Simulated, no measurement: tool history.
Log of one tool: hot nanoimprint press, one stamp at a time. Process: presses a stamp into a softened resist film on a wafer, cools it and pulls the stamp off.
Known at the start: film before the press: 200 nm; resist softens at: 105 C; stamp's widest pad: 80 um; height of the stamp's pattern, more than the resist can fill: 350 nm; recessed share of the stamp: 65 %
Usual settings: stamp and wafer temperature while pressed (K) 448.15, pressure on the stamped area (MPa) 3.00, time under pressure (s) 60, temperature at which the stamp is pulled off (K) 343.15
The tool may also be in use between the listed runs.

run	hour	stamp and wafer temperature while pressed (K)	pressure on the stamped area (MPa)	time under pressure (s)	temperature at which the stamp is pulled off (K)	resist left under the stamp's widest pad (Å)	greatest force while the stamp is pulled off (N)
1	0.0	448.15	3.00	60	343.15	988	150
# hour 58.3: plate thermocouple calibrated
2	58.3	448.15	4.71	60	343.15	797	156
# hour 121.5: stamp cleaned and given a new release coat
3	129.5	448.15	3.00	60	343.15	1004	123
4	187.0	448.15	3.00	60	343.15	1008	130
5	278.9	448.15	3.00	60	343.15	1020	143
6	364.8	448.15	3.00	60	343.15	1033	153
7	404.4	448.15	3.00	111	343.15	827	162
# hour 426.7: plate thermocouple calibrated, once more
# hour 432.7: stamp cleaned and given a new release coat
8	507.8	448.15	3.00	111	343.15	767	134
9	590.0	448.15	2.93	60	343.15	974	146
10	645.4	448.15	2.93	60	343.15	976	149
11	712.1	448.15	3.00	57	343.15	992	169
# hour 747.5: stamp cleaned and given a new release coat
12	784.3	460.15	3.00	57	343.15	553	126
13	872.6	460.15	3.00	57	343.15	572	137
14	911.2	460.15	3.00	57	343.15	570	140
# hour 969.6: press's hydraulic seals changed and the load cell set to zero
15	969.6	460.15	3.00	57	343.15	565	154
16	1022.6	460.15	3.00	57	343.15	567	158
# hour 1065.4: stamp cleaned and given a new release coat
# hour 1076.4: plate thermocouple calibrated
17	1100.0	460.15	2.72	57	343.15	556	115
18	1185.2	446.15	2.72	57	333.15	1079	148
19	1242.1	446.15	2.72	57	333.15	1090	158
20	1312.3	446.15	2.21	37	333.15	1356	159
21	1355.6	446.15	2.21	37	333.15	1360	179
# hour 1382.3: stamp cleaned and given a new release coat
22	1442.9	459.15	3.00	62	343.15	557	129
23	1535.0	451.15	3.00	62	343.15	827	141

Forecast run 24:
24	1601.9	451.15	3.00	62	343.15	?	?

Run 24 gave resist left under the stamp's widest pad (Å) 837, greatest force while the stamp is pulled off (N) 144.
Without the tool's hidden state the same run would have given resist left under the stamp's widest pad (Å) 799, greatest force while the stamp is pulled off (N) 113.
